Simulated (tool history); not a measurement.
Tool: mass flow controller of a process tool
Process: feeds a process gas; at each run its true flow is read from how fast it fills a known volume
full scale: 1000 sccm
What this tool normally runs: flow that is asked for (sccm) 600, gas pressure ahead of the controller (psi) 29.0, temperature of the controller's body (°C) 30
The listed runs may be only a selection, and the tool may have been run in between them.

run     hour  flow that is asked for (sccm)  gas pressure ahead of the controller (psi)  temperature of the controller's body (°C)  true flow (%)
  1      0.0                            600                                        29.0                                         30          99.43
  2    245.3                            600                                        29.0                                         30          99.53
  3    446.8                            600                                        29.0                                         30          99.39
  4    733.2                            564                                        29.0                                         30          99.36
  5   1022.9                            564                                        29.0                                         30          99.51
  6   1300.3                            564                                        29.0                                         30          99.52
  7   1667.6                            443                                        29.0                                         30          99.30
  8   2026.6                            443                                        29.0                                         30          99.21
  9   2331.7                            600                                        35.7                                         30          99.85
 10   2563.4                            600                                        35.7                                         25          99.64
 11   2794.0                            600                                        35.7                                         25          99.74
 12   3147.0                            600                                        35.7                                         25          99.91
 13   3389.0                            267                                        29.0                                         30          98.47
 14   3777.7                            267                                        29.0                                         30          98.46
 15   4039.3                            267                                        29.0                                         30          98.33
 16   4315.0                            267                                        29.0                                         30          98.38
 17   4550.0                            267                                        30.2                                         30          98.11
 18   4874.0                            267                                        30.2                                         30          98.02
 19   5074.6                            267                                        30.2                                         30          99.87
 20   5464.6                            267                                        28.1                                         30          99.80
 21   5752.2                            267                                        28.1                                         30          99.81
 22   6045.0                            360                                        29.0                                         30         100.10
 23   6243.3                            600                                        20.6                                         30         100.30
 24   6578.5                            593                                        29.0                                         35         100.81
 25   6936.4                            236                                        29.0                                         30          99.60
 26   7290.9                            236                                        29.0                                         30          99.44
 27   7651.8                            628                                        20.3                                         30         100.23
 28   7872.5                            600                                        24.2                                         30         100.57
 29   8051.6                            579                                        20.9                                         30         100.29
 30   8311.4                            579                                        20.9                                         30         100.23
 31   8610.2                            579                                        20.9                                         30         100.34
 32   8960.7                            579                                        20.9                                         30         100.24
 33   9302.7                            600                                        29.0                                         30         100.76
 34   9642.7                            600                                        35.0                                         30         100.90
 35   9845.7                            600                                        35.0                                         30         101.13
 36  10209.2                            600                                        35.0                                         30         101.00
 37  10463.0                            600                                        35.0                                         30         101.01
 38  10849.4                            600                                        35.0                                         30         100.97
 39  11209.2                            299                                        29.0                                         30          99.70
 40  11397.8                            299                                        29.0                                         30          99.62
 41  11584.0                            299                                        29.0                                         30          99.61
 42  11862.5                            205                                        29.0                                         27          98.67
 43  12022.1                            205                                        29.0                                         27          98.61
 44  12350.7                            205                                        29.0                                         27          98.57
 45  12610.1                            744                                        28.4                                         34         101.76

The log once held 2 entries between its listed runs, left out of this copy. Where does each go, and what is different about the tool's unlogged condition between the listed run before it and the listed run after it?
After run 16, before run 17: controller's zero set anew (hour 4342.9)
  flow at rest that the sensor doesn't see, % of full scale: -0.357 -> -0.449; true flow over the shown one, %: 1.01 -> 1.05
  measured result minus the result with no hidden state, true flow (%): -0.32 -> -0.63
After run 18, before run 19: controller's zero set anew, once more (hour 5062.0)
  flow at rest that the sensor doesn't see, % of full scale: -0.471 -> -0.006; true flow over the shown one, %: 1.11 -> 1.15
  measured result minus the result with no hidden state, true flow (%): -0.65 -> +1.13
